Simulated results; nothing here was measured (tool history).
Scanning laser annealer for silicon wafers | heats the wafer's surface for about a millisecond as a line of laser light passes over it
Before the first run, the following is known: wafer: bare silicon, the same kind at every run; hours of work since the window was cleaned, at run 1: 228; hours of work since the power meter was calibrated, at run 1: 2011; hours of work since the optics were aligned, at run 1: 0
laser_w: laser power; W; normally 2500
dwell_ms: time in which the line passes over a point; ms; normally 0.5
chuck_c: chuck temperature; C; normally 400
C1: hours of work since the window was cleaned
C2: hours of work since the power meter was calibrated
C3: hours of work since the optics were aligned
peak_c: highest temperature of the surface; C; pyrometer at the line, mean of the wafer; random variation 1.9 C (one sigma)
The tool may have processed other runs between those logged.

run 1 day=0 | laser_w=2500 dwell_ms=0.5 chuck_c=400 | C1=228 C2=2011 C3=0 | peak_c=1167
run 2 day=1.554 | laser_w=2500 dwell_ms=0.5 chuck_c=400 | C1=254 C2=2037 C3=26 | peak_c=1164
run 3 day=4.333 | laser_w=2500 dwell_ms=0.5 chuck_c=400 | C1=301 C2=2084 C3=73 | peak_c=1159
run 4 day=6.788 | laser_w=2500 dwell_ms=0.5 chuck_c=400 | C1=343 C2=2125 C3=114 | peak_c=1157
-- day=8.579 window over the wafer cleaned
run 5 day=9.579 | laser_w=2500 dwell_ms=0.459 chuck_c=400 | C1=17 C2=2171 C3=160 | peak_c=1157
run 6 day=11.179 | laser_w=2500 dwell_ms=0.459 chuck_c=400 | C1=44 C2=2198 C3=187 | peak_c=1152
run 7 day=13.125 | laser_w=2500 dwell_ms=0.459 chuck_c=400 | C1=77 C2=2231 C3=220 | peak_c=1154
run 8 day=16.3 | laser_w=2500 dwell_ms=0.459 chuck_c=400 | C1=130 C2=2284 C3=273 | peak_c=1146
run 9 day=18.917 | laser_w=2500 dwell_ms=0.5 chuck_c=400 | C1=174 C2=2328 C3=317 | peak_c=1169
run 10 day=22.296 | laser_w=2500 dwell_ms=0.5 chuck_c=400 | C1=231 C2=2385 C3=374 | peak_c=1158
run 11 day=25.004 | laser_w=2492 dwell_ms=0.5 chuck_c=400 | C1=277 C2=2431 C3=420 | peak_c=1154
run 12 day=27.154 | laser_w=2235 dwell_ms=0.5 chuck_c=433 | C1=313 C2=2467 C3=456 | peak_c=1088
-- day=30.596 window over the wafer cleaned
run 13 day=30.596 | laser_w=2235 dwell_ms=0.5 chuck_c=433 | C1=0 C2=2524 C3=513 | peak_c=1111
run 14 day=32.062 | laser_w=2235 dwell_ms=0.5 chuck_c=433 | C1=25 C2=2548 C3=537 | peak_c=1113
run 15 day=34.725 | laser_w=2516 dwell_ms=0.5 chuck_c=387 | C1=70 C2=2593 C3=582 | peak_c=1170
run 16 day=37.688 | laser_w=2335 dwell_ms=0.5 chuck_c=424 | C1=119 C2=2643 C3=632 | peak_c=1129
run 17 day=39.662 | laser_w=2709 dwell_ms=0.428 chuck_c=424 | C1=153 C2=2676 C3=665 | peak_c=1219
run 18 day=41.662 | laser_w=2501 dwell_ms=0.405 chuck_c=424 | C1=186 C2=2710 C3=699 | peak_c=1123
run 19 day=44.417 | laser_w=2278 dwell_ms=0.468 chuck_c=375 | C1=233 C2=2756 C3=746 | peak_c=1031
run 20 day=47.7 | laser_w=2268 dwell_ms=0.55 chuck_c=400 | C1=288 C2=2812 C3=801 | peak_c=1092

What if the next run were any one of these 5? Each begins from the tool's condition after run 20:
run A day=50.846 | laser_w=2268 dwell_ms=0.354 chuck_c=400 | C1=341 C2=2865 C3=854 | peak_c=?
run B day=50.846 | laser_w=2310 dwell_ms=0.5 chuck_c=400 | C1=341 C2=2865 C3=854 | peak_c=?
run C day=50.846 | laser_w=2167 dwell_ms=0.429 chuck_c=368 | C1=341 C2=2865 C3=854 | peak_c=?
run D day=50.846 | laser_w=2609 dwell_ms=0.461 chuck_c=407 | C1=341 C2=2865 C3=854 | peak_c=?
run E day=50.846 | laser_w=2268 dwell_ms=0.512 chuck_c=400 | C1=341 C2=2865 C3=854 | peak_c=?

run=A peak_c=971
run=B peak_c=1076
run=C peak_c=953
run=D peak_c=1168
run=E peak_c=1071
Without the tool's unlogged condition, the same runs would have read:
run=A peak_c=1005
run=B peak_c=1115
run=C peak_c=987
run=D peak_c=1212
run=E peak_c=1110

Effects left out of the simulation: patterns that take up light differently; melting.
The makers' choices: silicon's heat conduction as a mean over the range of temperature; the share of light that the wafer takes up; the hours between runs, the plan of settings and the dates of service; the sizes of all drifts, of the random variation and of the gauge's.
